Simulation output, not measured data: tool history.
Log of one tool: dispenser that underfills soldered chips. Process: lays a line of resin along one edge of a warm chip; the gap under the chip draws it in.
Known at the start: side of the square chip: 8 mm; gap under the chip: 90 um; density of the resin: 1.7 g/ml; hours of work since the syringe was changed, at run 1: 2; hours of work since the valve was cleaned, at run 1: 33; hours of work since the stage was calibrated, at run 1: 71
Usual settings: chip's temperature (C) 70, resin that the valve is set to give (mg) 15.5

run   hour  chip's temperature (C)  resin that the valve is set to give (mg)  hours of work since the syringe was changed  hours of work since the valve was cleaned  hours of work since the stage was calibrated  time until the resin shows at the far edge (s)  resin that the valve gave (mg)
  1      0                      70                                      15.5                                            2                                         33                                            71                                            25.2                           15.34
  2    7.8                      70                                      15.5                                            7                                         38                                            76                                            33.7                           15.21
      11.4  -- new syringe of resin
  3   14.9                      70                                      15.5                                            2                                         42                                            80                                            26.2                           15.21
  4   21.1                      70                                      15.7                                            6                                         46                                            84                                            33.6                           15.39
      25.7  -- new syringe of resin
  5   25.7                      70                                      15.7                                            0                                         49                                            87                                            23.4                           15.44
  6     30                      70                                      18.3                                            3                                         51                                            90                                            25.7                            17.9
  7   34.2                      70                                      18.3                                            5                                         54                                            92                                            29.6                           17.82
  8   39.2                      70                                      18.3                                            8                                         57                                            95                                            37.4                           17.88
        40  -- new syringe of resin
  9   47.5                      70                                      18.3                                            5                                         62                                           100                                            29.3                           17.88
 10   51.7                      73                                      18.3                                            7                                         65                                           103                                            30.1                           17.78
      54.6  -- new syringe of resin
 11   57.1                      73                                      14.7                                            2                                         68                                           106                                            22.6                            14.3
 12   60.4                      85                                      16.9                                            4                                         70                                           108                                            14.1                           16.46
 13   64.3                      64                                      16.9                                            6                                         72                                           110                                              44                            16.4
      68.7  -- new syringe of resin
 14   72.1                      70                                      14.4                                            2                                         77                                           115                                            26.3                           13.98
 15   77.8                      70                                      14.4                                            6                                         80                                           118                                            31.7                           13.93
      82.7  -- new syringe of resin
 16   83.7                      57                                      15.5                                            1                                         84                                           122                                            47.4                           14.99
 17   87.7                      84                                      16.2                                            3                                         86                                           124                                              14                            15.6
 18     95                      84                                      16.2                                            8                                         91                                           129                                            18.7                           15.61
      96.9  -- new syringe of resin
 19   98.7                      70                                      19.3                                            1                                         93                                           131                                            24.1                            18.6
 20  104.4                      57                                      17.5                                            5                                         96                                           134                                            58.8                           16.77
     111.1  -- new syringe of resin
 21  111.8                      57                                      17.5                                            0                                        101                                           139                                            44.8                           16.76
 22    117                      62                                      16.1                                            4                                        104                                           142                                              42                           15.41

Hidden state or all else? Some run-to-run changes of time until the resin shows at the far edge (s), split into what the settings, what came in and random variation would give without the hidden state, and what is left for the hidden state (with any gauge scatter that isn't in both results):
The hidden state here: resin's viscosity, % of fresh resin's; dose that the valve gives, % of what is set; true chip temperature over the reading, C; drift of the gauge itself on fill_s, %; drift of the gauge itself on given_mg, %.
Run 16 -> 17: chip's temperature (C) 57 -> 84, resin that the valve is set to give (mg) 15.5 -> 16.2. time until the resin shows at the far edge (s) -33.4: hidden state +0.8, all else -34.2.
Run 19 -> 20: chip's temperature (C) 70 -> 57, resin that the valve is set to give (mg) 19.3 -> 17.5. time until the resin shows at the far edge (s) +34.7: hidden state +12.8, all else +21.9.
Run 20 -> 21: new syringe of resin. time until the resin shows at the far edge (s) -14: hidden state -14.2, all else +0.2.
